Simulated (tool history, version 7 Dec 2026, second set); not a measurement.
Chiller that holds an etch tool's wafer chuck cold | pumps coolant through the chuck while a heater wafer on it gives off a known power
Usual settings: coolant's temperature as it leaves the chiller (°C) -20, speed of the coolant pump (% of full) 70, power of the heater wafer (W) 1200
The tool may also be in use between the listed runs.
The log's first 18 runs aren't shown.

| run | day | coolant's temperature as it leaves the chiller (°C) | speed of the coolant pump (% of full) | power of the heater wafer (W) | chuck's temperature once it has settled (°C) | how much warmer the coolant comes back (C) |
|---|---|---|---|---|---|---|
| 19 | 108.654 | -27 | 64 | 1694 | -12.3 | 5.05 |
| 20 | 116.071 | -27 | 62 | 1694 | -12.1 | 5.16 |
| 21 | 122.971 | -22 | 65 | 1200 | -11.8 | 3.47 |
|  | 126.521 | chiller's thermometer calibrated |
| 22 | 129.042 | -11 | 66 | 1749 | 3.9 | 5.03 |
| 23 | 137.133 | -28 | 70 | 1200 | -18.2 | 3.22 |
| 24 | 143.642 | -28 | 95 | 1200 | -19.9 | 2.32 |
| 25 | 151.779 | -23 | 71 | 1697 | -9.1 | 4.51 |
| 26 | 157.042 | -23 | 71 | 1697 | -9.4 | 4.46 |
| 27 | 162.138 | -19 | 83 | 1697 | -6.6 | 3.76 |
| 28 | 166.6 | -19 | 83 | 1697 | -6.6 | 3.73 |
| 29 | 172.054 | -20 | 85 | 1200 | -11.3 | 2.57 |
|  | 174.538 | coolant pump overhauled |
| 30 | 175.979 | -13 | 81 | 1075 | -4.9 | 2.46 |
| 31 | 181.388 | -20 | 70 | 1491 | -7.9 | 4 |

Forecast each of these 4 alternatives for the next run:
| A | 189.604 | -19 | 70 | 1491 | ? | ? |
| B | 189.604 | -14 | 88 | 640 | ? | ? |
| C | 189.604 | -15 | 72 | 1120 | ? | ? |
| D | 189.604 | -10 | 65 | 643 | ? | ? |

| run | chuck's temperature once it has settled (°C) | how much warmer the coolant comes back (C) |
|---|---|---|
| A | -6.8 | 4.01 |
| B | -9.5 | 1.34 |
| C | -6.1 | 2.86 |
| D | -4.6 | 1.87 |
Without the tool's hidden state the same runs would have given:
| run | chuck's temperature once it has settled (°C) | how much warmer the coolant comes back (C) |
|---|---|---|
| A | -6.9 | 4.01 |
| B | -9.5 | 1.34 |
| C | -6.1 | 2.86 |
| D | -4.6 | 1.87 |
